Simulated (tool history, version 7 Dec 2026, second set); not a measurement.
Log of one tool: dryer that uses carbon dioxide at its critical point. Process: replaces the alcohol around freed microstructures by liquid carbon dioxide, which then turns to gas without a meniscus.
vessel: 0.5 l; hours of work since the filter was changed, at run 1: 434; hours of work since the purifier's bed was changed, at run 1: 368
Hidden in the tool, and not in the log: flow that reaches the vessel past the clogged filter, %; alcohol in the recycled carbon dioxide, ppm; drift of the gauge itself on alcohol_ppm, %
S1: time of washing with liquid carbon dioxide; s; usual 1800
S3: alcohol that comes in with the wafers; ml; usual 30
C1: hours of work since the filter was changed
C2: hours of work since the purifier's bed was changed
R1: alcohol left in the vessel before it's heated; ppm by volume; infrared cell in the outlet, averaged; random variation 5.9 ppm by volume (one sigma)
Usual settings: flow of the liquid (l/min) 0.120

{"run": 1, "hour": 0.0, "S1": 1800, "flow of the liquid (l/min)": 0.12, "S3": 30, "C1": 434, "C2": 368, "R1": 377}
{"run": 2, "hour": 35.4, "S1": 1800, "flow of the liquid (l/min)": 0.12, "S3": 30, "C1": 460, "C2": 395, "R1": 392}
{"hour": 70.6, "done": "inlet filter changed"}
{"run": 3, "hour": 86.7, "S1": 1800, "flow of the liquid (l/min)": 0.155, "S3": 30, "C1": 12, "C2": 432, "R1": 125}
{"run": 4, "hour": 136.8, "S1": 1800, "flow of the liquid (l/min)": 0.182, "S3": 30, "C1": 50, "C2": 470, "R1": 103}
{"run": 5, "hour": 175.7, "S1": 1800, "flow of the liquid (l/min)": 0.182, "S3": 30, "C1": 79, "C2": 499, "R1": 104}
{"hour": 189.2, "done": "purifier's bed changed"}
{"run": 6, "hour": 207.6, "S1": 1440, "flow of the liquid (l/min)": 0.182, "S3": 30, "C1": 101, "C2": 14, "R1": 67}
{"run": 7, "hour": 256.6, "S1": 1440, "flow of the liquid (l/min)": 0.182, "S3": 30, "C1": 137, "C2": 51, "R1": 91}
{"run": 8, "hour": 318.4, "S1": 1800, "flow of the liquid (l/min)": 0.12, "S3": 29, "C1": 184, "C2": 97, "R1": 251}
{"run": 9, "hour": 361.5, "S1": 2580, "flow of the liquid (l/min)": 0.12, "S3": 30, "C1": 216, "C2": 129, "R1": 54}
{"run": 10, "hour": 394.9, "S1": 2580, "flow of the liquid (l/min)": 0.12, "S3": 30, "C1": 241, "C2": 154, "R1": 55}
{"run": 11, "hour": 441.6, "S1": 1800, "flow of the liquid (l/min)": 0.12, "S3": 32, "C1": 276, "C2": 189, "R1": 311}
{"run": 12, "hour": 467.7, "S1": 1800, "flow of the liquid (l/min)": 0.12, "S3": 32, "C1": 296, "C2": 209, "R1": 338}
{"run": 13, "hour": 512.1, "S1": 1500, "flow of the liquid (l/min)": 0.12, "S3": 32, "C1": 329, "C2": 242, "R1": 754}
{"run": 14, "hour": 572.4, "S1": 1560, "flow of the liquid (l/min)": 0.12, "S3": 32, "C1": 374, "C2": 287, "R1": 677}
{"run": 15, "hour": 626.3, "S1": 1800, "flow of the liquid (l/min)": 0.079, "S3": 30, "C1": 415, "C2": 328, "R1": 1826}
{"run": 16, "hour": 673.7, "S1": 1800, "flow of the liquid (l/min)": 0.079, "S3": 30, "C1": 450, "C2": 363, "R1": 1927}
{"run": 17, "hour": 716.8, "S1": 1800, "flow of the liquid (l/min)": 0.079, "S3": 30, "C1": 482, "C2": 396, "R1": 1917}
{"hour": 721.3, "done": "inlet filter changed"}
{"run": 18, "hour": 777.5, "S1": 1800, "flow of the liquid (l/min)": 0.079, "S3": 30, "C1": 42, "C2": 440, "R1": 1541}
{"run": 19, "hour": 805.1, "S1": 1800, "flow of the liquid (l/min)": 0.079, "S3": 30, "C1": 63, "C2": 461, "R1": 1569}
{"run": 20, "hour": 848.5, "S1": 1800, "flow of the liquid (l/min)": 0.079, "S3": 30, "C1": 95, "C2": 494, "R1": 1586}
{"hour": 870.1, "done": "purifier's bed changed"}
{"run": 21, "hour": 879.0, "S1": 1800, "flow of the liquid (l/min)": 0.079, "S3": 30, "C1": 116, "C2": 7, "R1": 1564}
{"run": 22, "hour": 917.0, "S1": 1800, "flow of the liquid (l/min)": 0.079, "S3": 30, "C1": 145, "C2": 35, "R1": 1505}
{"run": 23, "hour": 958.5, "S1": 1800, "flow of the liquid (l/min)": 0.12, "S3": 30, "C1": 176, "C2": 66, "R1": 253}
{"run": 24, "hour": 1018.4, "S1": 1620, "flow of the liquid (l/min)": 0.103, "S3": 29, "C1": 221, "C2": 111, "R1": 837}
{"run": 25, "hour": 1045.6, "S1": 2520, "flow of the liquid (l/min)": 0.135, "S3": 74, "C1": 241, "C2": 132, "R1": 50}
{"run": 26, "hour": 1070.9, "S1": 2520, "flow of the liquid (l/min)": 0.135, "S3": 74, "C1": 260, "C2": 151, "R1": 54}
{"run": 27, "hour": 1104.9, "S1": 1380, "flow of the liquid (l/min)": 0.084, "S3": 75, "C1": 285, "C2": 176, "R1": 8236}
{"run": 28, "hour": 1154.7, "S1": 1380, "flow of the liquid (l/min)": 0.084, "S3": 75, "C1": 323, "C2": 213, "R1": 8201}
{"run": 29, "hour": 1209.0, "S1": 1800, "flow of the liquid (l/min)": 0.156, "S3": 105, "C1": 364, "C2": 254, "R1": 234}
{"run": 30, "hour": 1240.2, "S1": 1800, "flow of the liquid (l/min)": 0.156, "S3": 105, "C1": 387, "C2": 278, "R1": 257}
{"run": 31, "hour": 1297.8, "S1": 1800, "flow of the liquid (l/min)": 0.075, "S3": 80, "C1": 430, "C2": 321, "R1": 5787}
{"run": 32, "hour": 1345.7, "S1": 1800, "flow of the liquid (l/min)": 0.075, "S3": 80, "C1": 466, "C2": 357, "R1": 5891}
{"hour": 1375.4, "done": "inlet filter changed"}
{"run": 33, "hour": 1398.6, "S1": 1080, "flow of the liquid (l/min)": 0.106, "S3": 32, "C1": 17, "C2": 396, "R1": 3283}
{"run": 34, "hour": 1430.1, "S1": 1620, "flow of the liquid (l/min)": 0.092, "S3": 30, "C1": 41, "C2": 419, "R1": 1314}
{"run": 35, "hour": 1467.9, "S1": 1620, "flow of the liquid (l/min)": 0.15, "S3": 33, "C1": 69, "C2": 448, "R1": 212}
{"run": 36, "hour": 1519.4, "S1": 2040, "flow of the liquid (l/min)": 0.184, "S3": 33, "C1": 108, "C2": 486, "R1": 97}
{"hour": 1550.9, "done": "purifier's bed changed"}
{"run": 37, "hour": 1554.6, "S1": 1740, "flow of the liquid (l/min)": 0.108, "S3": 47, "C1": 132, "C2": 3, "R1": 746}
{"run": 38, "hour": 1590.7, "S1": 2460, "flow of the liquid (l/min)": 0.177, "S3": 63, "C1": 159, "C2": 30, "R1": 10}
{"run": 39, "hour": 1636.9, "S1": 2460, "flow of the liquid (l/min)": 0.177, "S3": 63, "C1": 194, "C2": 64, "R1": 21}
{"run": 40, "hour": 1673.7, "S1": 1740, "flow of the liquid (l/min)": 0.177, "S3": 63, "C1": 221, "C2": 92, "R1": 78}
{"run": 41, "hour": 1706.1, "S1": 1920, "flow of the liquid (l/min)": 0.083, "S3": 27, "C1": 246, "C2": 116, "R1": 1003}
{"run": 42, "hour": 1745.5, "S1": 1920, "flow of the liquid (l/min)": 0.083, "S3": 27, "C1": 275, "C2": 146, "R1": 1035}
{"run": 43, "hour": 1774.2, "S1": 1860, "flow of the liquid (l/min)": 0.074, "S3": 106, "C1": 297, "C2": 167, "R1": 6689}
{"run": 44, "hour": 1801.3, "S1": 1860, "flow of the liquid (l/min)": 0.074, "S3": 106, "C1": 317, "C2": 188, "R1": 6797}
{"run": 45, "hour": 1856.8, "S1": 1860, "flow of the liquid (l/min)": 0.133, "S3": 106, "C1": 359, "C2": 229, "R1": 526}

4 ways to go on from here, each from the tool as it stands after run 45. What would each give?
{"run": "A", "hour": 1893.6, "S1": 1860, "flow of the liquid (l/min)": 0.074, "S3": 106, "C1": 386, "C2": 257, "R1": "?"}
{"run": "B", "hour": 1893.6, "S1": 1560, "flow of the liquid (l/min)": 0.079, "S3": 61, "C1": 386, "C2": 257, "R1": "?"}
{"run": "C", "hour": 1893.6, "S1": 1920, "flow of the liquid (l/min)": 0.103, "S3": 30, "C1": 386, "C2": 257, "R1": "?"}
{"run": "D", "hour": 1893.6, "S1": 1080, "flow of the liquid (l/min)": 0.105, "S3": 65, "C1": 386, "C2": 257, "R1": "?"}

run=A R1=7161
run=B R1=5817
run=C R1=505
run=D R1=7904
Without the tool's hidden state the same runs would have given:
run=A R1=5675
run=B R1=4715
run=C R1=334
run=D R1=6523

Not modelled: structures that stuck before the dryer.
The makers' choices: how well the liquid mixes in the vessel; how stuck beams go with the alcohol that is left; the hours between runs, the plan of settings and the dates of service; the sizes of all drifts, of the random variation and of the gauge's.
